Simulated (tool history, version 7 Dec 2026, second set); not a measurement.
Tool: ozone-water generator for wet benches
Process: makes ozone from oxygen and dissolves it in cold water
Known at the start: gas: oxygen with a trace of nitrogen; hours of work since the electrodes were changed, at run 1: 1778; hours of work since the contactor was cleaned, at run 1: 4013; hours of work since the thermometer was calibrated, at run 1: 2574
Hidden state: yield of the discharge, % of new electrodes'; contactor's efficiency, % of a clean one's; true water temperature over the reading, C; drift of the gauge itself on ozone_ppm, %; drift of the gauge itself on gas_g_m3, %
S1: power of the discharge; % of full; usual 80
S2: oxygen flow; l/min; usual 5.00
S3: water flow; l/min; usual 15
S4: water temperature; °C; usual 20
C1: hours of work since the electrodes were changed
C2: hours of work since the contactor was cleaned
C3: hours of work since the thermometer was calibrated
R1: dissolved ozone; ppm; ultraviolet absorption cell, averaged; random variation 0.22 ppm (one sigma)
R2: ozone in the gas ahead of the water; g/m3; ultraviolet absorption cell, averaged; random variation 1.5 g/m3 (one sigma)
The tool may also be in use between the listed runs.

Run 1, hour 0.0: usual settings; C1 1778; C2 4013; C3 2574. Result: R1 30.6 ppm, R2 260.8 g/m3.
Run 2, hour 36.7: usual settings; C1 1814; C2 4048; C3 2609. Result: R1 30.2 ppm, R2 258.0 g/m3.
Run 3, hour 67.0: usual settings; C1 1843; C2 4077; C3 2638. Result: R1 30.5 ppm, R2 258.2 g/m3.
Run 4, hour 121.4: usual settings; C1 1895; C2 4129; C3 2690. Result: R1 30.2 ppm, R2 257.9 g/m3.
Run 5, hour 158.0: usual settings; C1 1930; C2 4165; C3 2726. Result: R1 30.0 ppm, R2 260.0 g/m3.
Run 6, hour 184.6: usual settings but S3 21 l/min; C1 1956; C2 4190; C3 2751. Result: R1 22.6 ppm, R2 260.2 g/m3.
Run 7, hour 234.9: usual settings but S3 18 l/min; C1 2004; C2 4239; C3 2799. Result: R1 25.8 ppm, R2 260.1 g/m3.
Run 8, hour 277.0: usual settings but S3 18 l/min; C1 2045; C2 4279; C3 2840. Result: R1 25.6 ppm, R2 258.8 g/m3.
Run 9, hour 334.9: usual settings but S2 3.71 l/min; C1 2101; C2 4335; C3 2896. Result: R1 30.9 ppm, R2 308.2 g/m3.
Run 10, hour 361.7: usual settings; C1 2126; C2 4361; C3 2921. Result: R1 29.8 ppm, R2 259.7 g/m3.
Run 11, hour 408.2: usual settings; C1 2171; C2 4405; C3 2966. Result: R1 30.0 ppm, R2 259.5 g/m3.
Run 12, hour 457.4: usual settings; C1 2218; C2 4453; C3 3013. Result: R1 30.0 ppm, R2 254.6 g/m3.
Run 13, hour 511.3: usual settings; C1 2270; C2 4504; C3 3065. Result: R1 29.8 ppm, R2 258.9 g/m3.
Run 14, hour 549.2: usual settings; C1 2307; C2 4541; C3 3102. Result: R1 29.3 ppm, R2 258.1 g/m3.
Run 15, hour 588.0: usual settings; C1 2344; C2 4578; C3 3139. Result: R1 29.8 ppm, R2 259.1 g/m3.
Run 16, hour 643.2: usual settings but S4 24 °C; C1 2397; C2 4631; C3 3192. Result: R1 27.7 ppm, R2 258.5 g/m3.
Run 17, hour 678.1: usual settings but S4 24 °C; C1 2431; C2 4665; C3 3226. Result: R1 27.3 ppm, R2 256.8 g/m3.

Run 18 comes next. What will it give?
Run 18, hour 711.6: usual settings but S1 66 % of full, S3 11 l/min, S4 15 °C; C1 2463; C2 4697; C3 3258. Result: R1 ?, R2 ?.

{"run 18": {"R1": 35.0, "R2": 221.5}}
Without the tool's hidden state the same run would have given R1 38.8 ppm, R2 233.4 g/m3.
